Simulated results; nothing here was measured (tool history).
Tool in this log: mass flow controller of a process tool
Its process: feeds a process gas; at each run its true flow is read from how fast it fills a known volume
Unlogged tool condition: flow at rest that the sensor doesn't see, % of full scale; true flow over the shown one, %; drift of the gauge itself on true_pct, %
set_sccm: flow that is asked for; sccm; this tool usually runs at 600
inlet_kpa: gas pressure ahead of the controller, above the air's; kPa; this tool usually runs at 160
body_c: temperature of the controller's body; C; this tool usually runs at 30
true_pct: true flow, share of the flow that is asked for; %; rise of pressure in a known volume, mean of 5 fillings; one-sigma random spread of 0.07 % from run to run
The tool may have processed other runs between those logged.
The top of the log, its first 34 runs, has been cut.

| run | hour | set_sccm | inlet_kpa | body_c | hours of work since the controller was set to zero | hours of work since the controller was changed | true_pct |
|---|---|---|---|---|---|---|---|
| 35 | 2638.8 | 600 | 160 | 28 | 2210 | 2210 | 99.10 |
| 36 | 2745.6 | 600 | 160 | 28 | 2254 | 2254 | 99.40 |
| 37 | 2852.5 | 600 | 145 | 38 | 2297 | 2297 | 98.53 |
| 38 | 2920.2 | 600 | 160 | 34 | 2325 | 2325 | 98.59 |
| 39 | 3009.8 | 600 | 160 | 34 | 2361 | 2361 | 98.72 |
| 40 | 3105.3 | 745 | 160 | 30 | 2400 | 2400 | 99.21 |
| 41 | 3214.1 | 102 | 160 | 34 | 2444 | 2444 | 98.05 |
| 42 | 3318.7 | 352 | 212 | 29 | 2487 | 2487 | 98.63 |
| 43 | 3407.3 | 600 | 160 | 24 | 2523 | 2523 | 99.71 |
| 44 | 3509.8 | 600 | 160 | 24 | 2565 | 2565 | 99.72 |
| 45 | 3569.7 | 600 | 230 | 26 | 2589 | 2589 | 99.33 |
| 46 | 3638.2 | 600 | 279 | 35 | 2617 | 2617 | 98.16 |
| 47 | 3687.9 | 600 | 279 | 35 | 2637 | 2637 | 98.14 |
| 48 | 3791.7 | 600 | 279 | 35 | 2679 | 2679 | 98.05 |

Each row is a separate what-if for the run after 48, all from the same tool condition, not one after another. Results?
| A | 3875.8 | 600 | 279 | 21 | 2714 | 2714 | ? |
| B | 3875.8 | 600 | 279 | 27 | 2714 | 2714 | ? |
| C | 3875.8 | 223 | 272 | 33 | 2714 | 2714 | ? |

| run | true_pct |
|---|---|
| A | 99.80 |
| B | 99.05 |
| C | 97.93 |
Had the tool no hidden state, the same runs would have come out as:
| run | true_pct |
|---|---|
| A | 99.81 |
| B | 99.06 |
| C | 97.94 |
